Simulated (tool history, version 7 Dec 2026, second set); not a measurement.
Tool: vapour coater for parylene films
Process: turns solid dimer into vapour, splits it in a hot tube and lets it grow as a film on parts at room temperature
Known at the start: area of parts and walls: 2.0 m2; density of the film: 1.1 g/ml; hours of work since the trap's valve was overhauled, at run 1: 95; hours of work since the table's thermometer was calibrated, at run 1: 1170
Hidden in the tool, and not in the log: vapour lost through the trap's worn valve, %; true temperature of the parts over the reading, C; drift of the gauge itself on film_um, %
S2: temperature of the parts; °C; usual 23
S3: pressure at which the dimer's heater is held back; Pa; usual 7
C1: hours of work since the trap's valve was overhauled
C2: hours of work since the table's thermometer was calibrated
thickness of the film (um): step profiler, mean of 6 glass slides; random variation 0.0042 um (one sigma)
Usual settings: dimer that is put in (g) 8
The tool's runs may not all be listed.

Run 1, hour 0: usual settings; C1 95; C2 1170. Result: thickness of the film (um) 1.851.
Run 2, hour 29: usual settings but S3 6.81 Pa; C1 117; C2 1192. Result: thickness of the film (um) 1.854.
Run 3, hour 57.5: usual settings but dimer that is put in (g) 12; C1 138; C2 1213. Result: thickness of the film (um) 2.768.
Run 4, hour 89.6: usual settings but S3 3.84 Pa; C1 163; C2 1238. Result: thickness of the film (um) 2.098.
Run 5, hour 142.3: usual settings but S3 3.84 Pa; C1 203; C2 1278. Result: thickness of the film (um) 2.092.
Run 6, hour 165.2: usual settings but dimer that is put in (g) 9, S3 3.84 Pa; C1 220; C2 1295. Result: thickness of the film (um) 2.35.
Run 7, hour 219.5: usual settings; C1 261; C2 1337. Result: thickness of the film (um) 1.834.
Run 8, hour 267: usual settings but S2 34 °C; C1 298; C2 1373. Result: thickness of the film (um) 1.075.
Run 9, hour 296.1: usual settings but S2 34 °C; C1 320; C2 1395. Result: thickness of the film (um) 1.081.
Run 10, hour 338.1: usual settings; C1 352; C2 1427. Result: thickness of the film (um) 1.821.
Run 11, hour 374.6: usual settings; C1 379; C2 1455. Result: thickness of the film (um) 1.813.
Run 12, hour 418.9: usual settings; C1 413; C2 1488. Result: thickness of the film (um) 1.809.
At hour 475.4: trap's valve overhauled.
Run 13, hour 477.8: usual settings but S2 19 °C; C1 2; C2 1530. Result: thickness of the film (um) 2.299.
Run 14, hour 518.9: usual settings but dimer that is put in (g) 3; C1 33; C2 1561. Result: thickness of the film (um) 0.706.
Run 15, hour 560.3: usual settings; C1 65; C2 1593. Result: thickness of the film (um) 1.891.
Run 16, hour 597.2: usual settings; C1 93; C2 1621. Result: thickness of the film (um) 1.888.
Run 17, hour 648.2: usual settings; C1 131; C2 1660. Result: thickness of the film (um) 1.884.
Run 18, hour 673.6: usual settings but S3 2.98 Pa; C1 151; C2 1679. Result: thickness of the film (um) 2.261.
Run 19, hour 712.9: usual settings but S3 2.98 Pa; C1 181; C2 1709. Result: thickness of the film (um) 2.247.
At hour 751.2: table's thermometer calibrated.
Run 20, hour 758.7: usual settings but S3 2.98 Pa; C1 215; C2 6. Result: thickness of the film (um) 2.085.
Run 21, hour 813.8: usual settings but S3 2.18 Pa; C1 257; C2 48. Result: thickness of the film (um) 2.229.
Run 22, hour 854.3: usual settings but dimer that is put in (g) 9, S2 18 °C, S3 2.18 Pa; C1 287; C2 78. Result: thickness of the film (um) 3.173.
Run 23, hour 882: usual settings but dimer that is put in (g) 7, S2 25 °C, S3 7.77 Pa; C1 308; C2 99. Result: thickness of the film (um) 1.347.
Run 24, hour 934.3: usual settings but S2 16 °C, S3 6.78 Pa; C1 348; C2 139. Result: thickness of the film (um) 2.432.
Run 25, hour 966.6: usual settings but dimer that is put in (g) 11, S2 32 °C, S3 4.19 Pa; C1 373; C2 164. Result: thickness of the film (um) 1.716.
Run 26, hour 989.3: usual settings but dimer that is put in (g) 7, S2 34 °C; C1 390; C2 181. Result: thickness of the film (um) 0.886.
Run 27, hour 1025: usual settings but dimer that is put in (g) 6, S2 35 °C, S3 10.85 Pa; C1 417; C2 208. Result: thickness of the film (um) 0.663.
Run 28, hour 1062.9: usual settings but dimer that is put in (g) 10, S2 30 °C; C1 446; C2 237. Result: thickness of the film (um) 1.527.
At hour 1077.5: trap's valve overhauled.
Run 29, hour 1090.3: usual settings but dimer that is put in (g) 3, S2 21 °C, S3 2.66 Pa; C1 10; C2 255. Result: thickness of the film (um) 0.914.
Run 30, hour 1133.3: usual settings but dimer that is put in (g) 6, S2 17 °C, S3 2.66 Pa; C1 42; C2 288. Result: thickness of the film (um) 2.208.
Run 31, hour 1173.3: usual settings but dimer that is put in (g) 13, S2 18 °C; C1 73; C2 318. Result: thickness of the film (um) 3.683.
Run 32, hour 1222.9: usual settings but dimer that is put in (g) 13, S2 18 °C; C1 111; C2 356. Result: thickness of the film (um) 3.684.
Run 33, hour 1255.7: usual settings but dimer that is put in (g) 14, S2 20 °C, S3 7.45 Pa; C1 135; C2 381. Result: thickness of the film (um) 3.555.
Run 34, hour 1283.4: usual settings but S2 25 °C; C1 157; C2 402. Result: thickness of the film (um) 1.611.
Run 35, hour 1314.8: usual settings but S3 6.35 Pa; C1 180; C2 426. Result: thickness of the film (um) 1.816.
Run 36, hour 1354.2: usual settings but dimer that is put in (g) 11, S2 25 °C, S3 6.35 Pa; C1 210; C2 456. Result: thickness of the film (um) 2.255.
Run 37, hour 1384.4: usual settings but S3 3.31 Pa; C1 233; C2 479. Result: thickness of the film (um) 2.073.
Run 38, hour 1421.4: usual settings but S3 3.31 Pa; C1 262; C2 507. Result: thickness of the film (um) 2.068.
Run 39, hour 1469.4: usual settings but dimer that is put in (g) 4, S2 31 °C, S3 9.7 Pa; C1 298; C2 543. Result: thickness of the film (um) 0.556.
Run 40, hour 1500.1: usual settings but dimer that is put in (g) 12, S2 17 °C, S3 2.69 Pa; C1 321; C2 567. Result: thickness of the film (um) 4.324.
Run 41, hour 1524.8: usual settings but dimer that is put in (g) 12, S2 18 °C, S3 2.69 Pa; C1 340; C2 585. Result: thickness of the film (um) 4.101.

The same runs without the tool's hidden state, with the same run-to-run variation:
run  thickness of the film (um)
  1                       1.786
  2                       1.792
  3                       2.679
  4                       2.034
  5                       2.033
  6                       2.286
  7                       1.789
  8                       1.051
  9                       1.059
 10                       1.788
 11                       1.783
 12                       1.784
 13                       2.166
 14                       0.666
 15                       1.789
 16                       1.789
 17                       1.789
 18                       2.149
 19                       2.141
 20                       2.142
 21                       2.297
 22                       3.277
 23                       1.393
 24                       2.521
 25                       1.782
 26                       0.921
 27                        0.69
 28                       1.594
 29                       0.911
 30                       2.204
 31                       3.685
 32                       3.695
 33                       3.571
 34                        1.62
 35                       1.829
 36                       2.276
 37                       2.095
 38                       2.094
 39                       0.564
 40                       4.395
 41                       4.173
